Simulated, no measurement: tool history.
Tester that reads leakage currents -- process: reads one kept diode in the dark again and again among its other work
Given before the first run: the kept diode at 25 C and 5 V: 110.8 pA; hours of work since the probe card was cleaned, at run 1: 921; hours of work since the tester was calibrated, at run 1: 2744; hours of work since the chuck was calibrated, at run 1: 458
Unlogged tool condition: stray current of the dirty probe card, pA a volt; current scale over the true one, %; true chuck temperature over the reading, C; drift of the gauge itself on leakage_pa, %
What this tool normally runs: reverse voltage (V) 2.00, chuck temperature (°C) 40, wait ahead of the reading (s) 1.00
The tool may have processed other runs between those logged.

run    hour  reverse voltage (V)  chuck temperature (°C)  wait ahead of the reading (s)  hours of work since the probe card was cleaned  hours of work since the tester was calibrated  hours of work since the chuck was calibrated  current that the tester gives (pA)
  1     0.0                 2.00                      40                           1.00                                             921                                           2744                                           458                              222.74
  2   120.5                 2.00                      40                           1.00                                             970                                           2792                                           507                              221.96
  3   242.7                 2.00                      38                           1.00                                            1019                                           2842                                           556                              190.18
  4   345.5                 2.00                      38                           1.00                                            1061                                           2884                                           598                              189.40
  5   459.3                 2.00                      38                           1.00                                            1107                                           2930                                           644                              189.62
  6   637.8                 2.00                      38                           1.00                                            1179                                           3002                                           717                              189.60
  7   814.9                 2.00                      38                           1.00                                            1251                                           3074                                           788                              188.11
  8   934.4                 2.00                      38                           1.00                                            1300                                           3123                                           837                              187.81
  9  1045.0                 2.00                      38                           1.00                                            1345                                           3167                                           882                              187.81
 10  1201.3                 2.00                      38                           1.00                                            1408                                           3231                                           945                              185.06
 11  1365.3                 1.33                      40                           1.00                                            1474                                           3297                                          1012                              174.82
 12  1467.4                 1.33                      40                           1.00                                            1516                                           3339                                          1053                              174.76
 13  1611.0                 1.33                      40                           1.00                                            1574                                           3397                                          1111                              174.03
     1631.6  -- chuck's temperature calibrated
 14  1772.5                 1.33                      40                           1.00                                            1639                                           3462                                            57                              179.72
 15  1937.2                 1.33                      45                           1.00                                            1706                                           3529                                           124                              256.41
 16  2145.6                 1.33                      45                           1.00                                            1790                                           3613                                           208                              256.36
 17  2349.9                 1.33                      45                           1.00                                            1873                                           3696                                           291                              252.39
 18  2477.4                 2.00                      54                           1.00                                            1925                                           3748                                           343                              577.14
 19  2590.8                12.08                      36                           4.65                                            1971                                           3794                                           389                              400.48
 20  2716.9                 1.50                      40                           1.00                                            2022                                           3845                                           440                              186.74
 21  2817.3                 1.50                      40                           3.84                                            2063                                           3886                                           481                              186.47
 22  3003.2                 1.50                      40                           3.84                                            2138                                           3961                                           556                              185.23
 23  3143.8                 1.50                      30                           4.55                                            2195                                           4018                                           613                               86.87
 24  3288.6                17.61                      24                           0.55                                            2254                                           4077                                           672                              199.25
 25  3494.6                17.61                      24                           0.55                                            2337                                           4160                                           756                              198.11
 26  3632.0                17.61                      24                           0.55                                            2393                                           4216                                           811                              199.01
 27  3836.4                 6.40                      24                           5.30                                            2476                                           4299                                           894                              112.46
 28  4006.6                 6.40                      24                           5.30                                            2545                                           4368                                           963                              111.68
 29  4180.2                 6.40                      24                           5.30                                            2615                                           4438                                          1034                              110.91
     4378.0  -- chuck's temperature calibrated
 30  4378.0                 1.46                      24                           6.43                                            2695                                           4518                                             0                               56.01
 31  4511.0                 1.46                      24                           6.43                                            2749                                           4572                                            54                               55.64
     4689.1  -- tester calibrated
 32  4689.1                 1.46                      24                           6.43                                            2820                                              0                                           125                               54.23
 33  4778.0                17.74                      31                           6.43                                            2856                                             36                                           161                              336.82
 34  4887.6                 1.50                      31                           4.88                                            2901                                             81                                           206                               94.72

Each row is a separate what-if for the run after 34, all from the same tool condition, not one after another. Results?
  A  5021.8                 7.39                      40                           1.00                                            2955                                            135                                           260                                   ?
  B  5021.8                 1.50                      55                           0.71                                            2955                                            135                                           260                                   ?
  C  5021.8                 1.68                      30                           0.76                                            2955                                            135                                           260                                   ?
  D  5021.8                 1.50                      31                           2.01                                            2955                                            135                                           260                                   ?
  E  5021.8                 2.00                      20                           1.74                                            2955                                            135                                           260                                   ?

run  current that the tester gives (pA)
  A                              418.95
  B                              527.95
  C                               93.77
  D                               95.05
  E                               46.02
Without the tool's unlogged condition, the same runs would have read:
run  current that the tester gives (pA)
  A                              427.04
  B                              539.64
  C                               95.73
  D                               97.11
  E                               46.67

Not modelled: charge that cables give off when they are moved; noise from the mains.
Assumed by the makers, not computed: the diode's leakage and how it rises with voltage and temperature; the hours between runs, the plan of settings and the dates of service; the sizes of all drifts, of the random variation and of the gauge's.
